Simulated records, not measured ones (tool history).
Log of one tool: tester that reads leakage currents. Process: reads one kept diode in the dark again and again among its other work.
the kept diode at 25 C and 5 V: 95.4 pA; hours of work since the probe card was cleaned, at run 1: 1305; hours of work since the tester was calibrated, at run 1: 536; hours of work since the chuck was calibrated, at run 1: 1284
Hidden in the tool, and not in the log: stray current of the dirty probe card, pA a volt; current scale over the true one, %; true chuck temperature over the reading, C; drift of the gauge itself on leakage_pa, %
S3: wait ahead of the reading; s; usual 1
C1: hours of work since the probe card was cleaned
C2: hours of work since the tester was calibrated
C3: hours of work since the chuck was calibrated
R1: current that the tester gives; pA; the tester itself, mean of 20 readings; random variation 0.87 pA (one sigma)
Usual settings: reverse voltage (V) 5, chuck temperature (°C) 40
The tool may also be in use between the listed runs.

{"run": 1, "hour": 0.0, "reverse voltage (V)": 5, "chuck temperature (°C)": 40, "S3": 1, "C1": 1305, "C2": 536, "C3": 1284, "R1": 279.6}
{"run": 2, "hour": 34.4, "reverse voltage (V)": 5, "chuck temperature (°C)": 40, "S3": 1, "C1": 1323, "C2": 554, "C3": 1302, "R1": 279.63}
{"run": 3, "hour": 54.3, "reverse voltage (V)": 5, "chuck temperature (°C)": 40, "S3": 1, "C1": 1334, "C2": 564, "C3": 1312, "R1": 279.38}
{"run": 4, "hour": 91.1, "reverse voltage (V)": 5, "chuck temperature (°C)": 40, "S3": 1.45, "C1": 1353, "C2": 584, "C3": 1332, "R1": 278.02}
{"run": 5, "hour": 111.6, "reverse voltage (V)": 5, "chuck temperature (°C)": 40, "S3": 1.45, "C1": 1364, "C2": 595, "C3": 1343, "R1": 278.92}
{"run": 6, "hour": 145.6, "reverse voltage (V)": 5, "chuck temperature (°C)": 40, "S3": 1.45, "C1": 1382, "C2": 613, "C3": 1361, "R1": 279.38}
{"hour": 150.1, "done": "tester calibrated"}
{"run": 7, "hour": 167.7, "reverse voltage (V)": 5, "chuck temperature (°C)": 40, "S3": 1.45, "C1": 1393, "C2": 9, "C3": 1371, "R1": 279.45}
{"run": 8, "hour": 194.6, "reverse voltage (V)": 8.86, "chuck temperature (°C)": 40, "S3": 1, "C1": 1407, "C2": 24, "C3": 1385, "R1": 355.39}
{"run": 9, "hour": 220.2, "reverse voltage (V)": 8.86, "chuck temperature (°C)": 40, "S3": 1, "C1": 1421, "C2": 37, "C3": 1399, "R1": 353.79}
{"hour": 236.2, "done": "tester calibrated, once more"}
{"run": 10, "hour": 242.8, "reverse voltage (V)": 5, "chuck temperature (°C)": 40, "S3": 5.02, "C1": 1432, "C2": 3, "C3": 1410, "R1": 278.16}
{"run": 11, "hour": 262.3, "reverse voltage (V)": 5, "chuck temperature (°C)": 40, "S3": 5.02, "C1": 1442, "C2": 14, "C3": 1420, "R1": 277.08}
{"run": 12, "hour": 286.7, "reverse voltage (V)": 1.05, "chuck temperature (°C)": 48, "S3": 0.32, "C1": 1455, "C2": 27, "C3": 1433, "R1": 251.7}
{"run": 13, "hour": 318.0, "reverse voltage (V)": 1.59, "chuck temperature (°C)": 48, "S3": 0.32, "C1": 1471, "C2": 43, "C3": 1450, "R1": 297.56}
{"run": 14, "hour": 344.3, "reverse voltage (V)": 4.16, "chuck temperature (°C)": 48, "S3": 0.32, "C1": 1485, "C2": 57, "C3": 1464, "R1": 443.04}
{"run": 15, "hour": 371.2, "reverse voltage (V)": 9.12, "chuck temperature (°C)": 26, "S3": 6.28, "C1": 1500, "C2": 71, "C3": 1478, "R1": 133.35}
{"run": 16, "hour": 396.1, "reverse voltage (V)": 5, "chuck temperature (°C)": 40, "S3": 0.44, "C1": 1513, "C2": 85, "C3": 1491, "R1": 279.45}
{"run": 17, "hour": 433.7, "reverse voltage (V)": 8.04, "chuck temperature (°C)": 42, "S3": 0.31, "C1": 1533, "C2": 105, "C3": 1511, "R1": 391.88}
{"run": 18, "hour": 451.0, "reverse voltage (V)": 2.81, "chuck temperature (°C)": 39, "S3": 1.97, "C1": 1542, "C2": 114, "C3": 1520, "R1": 203.88}
{"run": 19, "hour": 480.1, "reverse voltage (V)": 5, "chuck temperature (°C)": 21, "S3": 0.84, "C1": 1557, "C2": 129, "C3": 1536, "R1": 71.52}
{"run": 20, "hour": 498.5, "reverse voltage (V)": 5, "chuck temperature (°C)": 40, "S3": 0.32, "C1": 1567, "C2": 139, "C3": 1545, "R1": 280.18}

The same runs without the tool's hidden state, with the same run-to-run variation:
run=1 R1=290.24
run=2 R1=290.34
run=3 R1=290.13
run=4 R1=288.84
run=5 R1=289.83
run=6 R1=290.39
run=7 R1=290.3
run=8 R1=366.53
run=9 R1=364.94
run=10 R1=289.58
run=11 R1=288.5
run=12 R1=265.22
run=13 R1=313.27
run=14 R1=464.49
run=15 R1=131.99
run=16 R1=291.23
run=17 R1=406.9
run=18 R1=213.72
run=19 R1=70.69
run=20 R1=292.21

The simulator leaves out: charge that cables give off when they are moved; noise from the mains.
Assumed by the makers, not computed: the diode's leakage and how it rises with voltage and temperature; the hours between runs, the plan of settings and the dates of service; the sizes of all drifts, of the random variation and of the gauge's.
